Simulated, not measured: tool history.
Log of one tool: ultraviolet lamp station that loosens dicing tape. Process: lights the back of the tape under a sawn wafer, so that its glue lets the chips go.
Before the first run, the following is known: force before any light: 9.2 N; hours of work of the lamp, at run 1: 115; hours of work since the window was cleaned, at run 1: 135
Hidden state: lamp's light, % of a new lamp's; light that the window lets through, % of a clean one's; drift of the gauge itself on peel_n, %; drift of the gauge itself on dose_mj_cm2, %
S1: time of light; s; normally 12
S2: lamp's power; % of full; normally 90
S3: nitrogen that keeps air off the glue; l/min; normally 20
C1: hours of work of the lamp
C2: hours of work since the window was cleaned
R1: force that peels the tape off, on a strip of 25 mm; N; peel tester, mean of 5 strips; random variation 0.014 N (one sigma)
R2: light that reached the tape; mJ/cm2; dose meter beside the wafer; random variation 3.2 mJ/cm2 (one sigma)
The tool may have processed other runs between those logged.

| run | day | S1 | S2 | S3 | C1 | C2 | R1 | R2 |
|---|---|---|---|---|---|---|---|---|
| 1 | 0.000 | 12 | 90 | 20 | 115 | 135 | 0.762 | 477 |
| 2 | 0.325 | 12 | 78 | 20 | 121 | 141 | 1.001 | 419 |
| 3 | 0.688 | 12 | 78 | 20 | 128 | 148 | 1.091 | 415 |
| 4 | 0.946 | 16 | 90 | 20 | 133 | 152 | 0.373 | 639 |
| 5 | 1.121 | 16 | 90 | 20 | 136 | 156 | 0.375 | 636 |
| 6 | 1.342 | 12 | 90 | 20 | 140 | 160 | 0.772 | 478 |
| 7 | 1.533 | 12 | 90 | 20 | 144 | 163 | 0.788 | 479 |
| 8 | 1.917 | 12 | 90 | 20 | 151 | 171 | 0.784 | 476 |
| 9 | 2.329 | 12 | 90 | 20 | 159 | 178 | 0.810 | 476 |
| 10 | 2.679 | 12 | 90 | 20 | 166 | 185 | 0.796 | 472 |
| 11 | 3.046 | 12 | 90 | 20 | 173 | 192 | 0.793 | 468 |
| 12 | 3.300 | 12 | 90 | 40 | 177 | 197 | 0.541 | 466 |
| 13 | 3.679 | 12 | 95 | 20 | 184 | 204 | 0.731 | 500 |
| 14 | 4.029 | 12 | 95 | 20 | 191 | 210 | 0.739 | 493 |
| 15 | 4.433 | 12 | 95 | 20 | 199 | 218 | 0.728 | 485 |
| 16 | 4.742 | 12 | 90 | 9 | 204 | 224 | 1.453 | 464 |
| 17 | 5.029 | 12 | 90 | 9 | 210 | 229 | 1.397 | 464 |
| 18 | 5.225 | 12 | 90 | 9 | 214 | 233 | 1.459 | 467 |
| 19 | 5.596 | 12 | 90 | 9 | 221 | 240 | 1.414 | 461 |
| 20 | 5.829 | 12 | 90 | 9 | 225 | 244 | 1.449 | 458 |
| 21 | 6.138 | 12 | 90 | 21 | 231 | 250 | 0.829 | 461 |
| 22 | 6.442 | 12 | 90 | 21 | 236 | 256 | 0.855 | 456 |
| 23 | 6.692 | 12 | 62 | 21 | 241 | 260 | 1.708 | 315 |
| 24 | 6.917 | 12 | 62 | 21 | 245 | 265 | 1.826 | 314 |
| 25 | 7.125 | 7 | 74 | 12 | 249 | 269 | 3.559 | 221 |
| 26 | 7.500 | 7 | 74 | 14 | 256 | 276 | 3.293 | 219 |
| 27 | 7.675 | 7 | 74 | 14 | 260 | 279 | 3.187 | 218 |
| 28 | 7.896 | 7 | 74 | 23 | 264 | 283 | 2.839 | 216 |
|  | 7.942 | window cleaned of glue's vapour |
| 29 | 8.317 | 15 | 60 | 27 | 271 | 7 | 1.176 | 363 |
| 30 | 8.608 | 24 | 76 | 23 | 277 | 13 | 0.240 | 739 |
| 31 | 8.862 | 24 | 76 | 23 | 282 | 17 | 0.225 | 728 |
| 32 | 9.079 | 11 | 67 | 23 | 286 | 21 | 1.797 | 296 |
| 33 | 9.354 | 11 | 67 | 23 | 291 | 27 | 1.846 | 298 |
| 34 | 9.579 | 7 | 71 | 20 | 295 | 31 | 3.416 | 203 |
|  | 9.933 | window cleaned of glue's vapour, once more |
| 35 | 10.017 | 7 | 71 | 20 | 303 | 2 | 2.925 | 217 |
| 36 | 10.429 | 7 | 69 | 26 | 311 | 9 | 2.787 | 204 |
| 37 | 10.604 | 7 | 69 | 26 | 314 | 13 | 2.889 | 205 |
| 38 | 10.858 | 17 | 85 | 26 | 319 | 17 | 0.334 | 621 |
| 39 | 11.171 | 12 | 77 | 12 | 325 | 23 | 1.558 | 395 |
| 40 | 11.471 | 9 | 90 | 19 | 330 | 29 | 1.593 | 351 |
| 41 | 11.642 | 24 | 90 | 20 | 334 | 32 | 0.147 | 920 |
| 42 | 11.979 | 13 | 77 | 16 | 340 | 38 | 1.173 | 432 |

Here are 3 independent what-if runs from the current tool condition. What would each one return?
| A | 12.388 | 18 | 77 | 16 | 347 | 46 | ? | ? |
| B | 12.388 | 16 | 77 | 9 | 347 | 46 | ? | ? |
| C | 12.388 | 7 | 84 | 20 | 347 | 46 | ? | ? |

| run | R1 | R2 |
|---|---|---|
| A | 0.579 | 593 |
| B | 1.119 | 526 |
| C | 2.541 | 252 |
Without the tool's hidden state the same runs would have given:
| run | R1 | R2 |
|---|---|---|
| A | 0.440 | 659 |
| B | 0.893 | 585 |
| C | 2.200 | 280 |
